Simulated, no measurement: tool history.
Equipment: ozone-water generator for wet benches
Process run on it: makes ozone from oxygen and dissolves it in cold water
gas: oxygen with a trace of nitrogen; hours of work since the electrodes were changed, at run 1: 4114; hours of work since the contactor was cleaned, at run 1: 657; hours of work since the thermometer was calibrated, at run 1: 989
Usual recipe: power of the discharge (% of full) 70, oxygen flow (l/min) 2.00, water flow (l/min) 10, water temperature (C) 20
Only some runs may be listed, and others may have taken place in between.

run,day,power of the discharge (% of full),oxygen flow (l/min),water flow (l/min),water temperature (C),hours of work since the electrodes were changed,hours of work since the contactor was cleaned,hours of work since the thermometer was calibrated,dissolved ozone (ppm),ozone in the gas ahead of the water (g/m3)
1,0.000,70,2.00,10,20,4114,657,989,20.6,216.5
2,4.383,70,2.00,10,20,4213,755,1087,20.6,215.0
3,8.000,70,2.00,10,20,4294,836,1168,20.6,214.4
4,11.246,70,2.00,10,23,4366,909,1241,19.7,213.2
5,15.071,70,2.00,10,20,4452,995,1327,20.5,210.0
6,17.908,70,2.00,12,20,4516,1058,1390,17.8,213.3
7,20.504,92,2.00,10,20,4574,1117,1448,26.3,272.6
8,25.067,92,2.00,10,20,4676,1219,1551,26.4,271.2
9,29.121,92,2.00,10,20,4767,1310,1641,26.3,268.8
10,31.754,70,2.00,10,20,4826,1369,1700,20.6,210.2
11,35.138,70,2.00,10,20,4902,1444,1776,20.4,210.6
12,38.271,70,2.00,10,20,4972,1515,1846,20.4,210.9
13,40.162,70,1.83,10,20,5014,1557,1889,20.9,221.0
14,42.888,70,1.83,10,20,5075,1618,1950,20.6,224.3
# day 44.304: gauge calibrated
15,47.162,70,1.83,10,20,5171,1714,2046,20.5,229.6
16,50.288,70,2.00,10,20,5241,1784,2116,20.4,213.7
17,52.825,82,3.51,7,15,5298,1841,2172,29.9,168.4
18,57.071,45,2.16,7,20,5393,1936,2268,17.7,137.2
19,59.458,45,2.16,7,20,5447,1989,2321,17.7,136.3
20,63.088,43,2.50,10,13,5528,2071,2402,14.3,118.2
21,66.008,52,1.50,12,15,5593,2136,2468,14.1,197.5
22,70.112,42,2.04,7,22,5685,2228,2560,16.4,131.2
23,74.012,42,2.04,7,22,5773,2316,2647,16.1,131.2
24,76.783,42,2.04,7,22,5835,2378,2709,16.3,133.1
25,78.658,70,2.00,12,24,5877,2420,2751,17.0,210.4
26,82.612,73,2.45,10,20,5966,2508,2840,20.8,191.5
27,84.988,73,2.45,10,24,6019,2561,2893,19.4,189.1
28,89.129,59,2.00,7,20,6112,2654,2986,22.6,180.6
29,92.450,59,2.00,7,20,6186,2729,3060,22.7,178.8
30,95.017,59,2.00,8,20,6244,2786,3118,20.8,178.4
31,98.808,59,1.78,8,20,6328,2871,3203,21.0,193.0
32,103.296,59,1.78,8,20,6429,2972,3303,21.0,193.1

Results per run with the tool's hidden condition removed, run-to-run variation unchanged:
Hidden state present: yield of the discharge, % of new electrodes'; contactor's efficiency, % of a clean one's; true water temperature over the reading, C; drift of the gauge itself on ozone_ppm, %; drift of the gauge itself on gas_g_m3, %.
run,ozone in the gas ahead of the water (g/m3)
1,216.8
2,215.9
3,215.8
4,215.1
5,212.3
6,216.0
7,276.7
8,276.0
9,274.3
10,214.8
11,215.7
12,216.5
13,227.1
14,230.9
15,230.4
16,214.8
17,169.6
18,138.4
19,137.8
20,119.7
21,200.5
22,133.5
23,133.8
24,136.0
25,215.5
26,196.6
27,194.4
28,186.1
29,184.7
30,184.6
31,200.3
32,200.9
dissolved ozone (ppm): differs from the measured result by no more than 0.1 in any run.
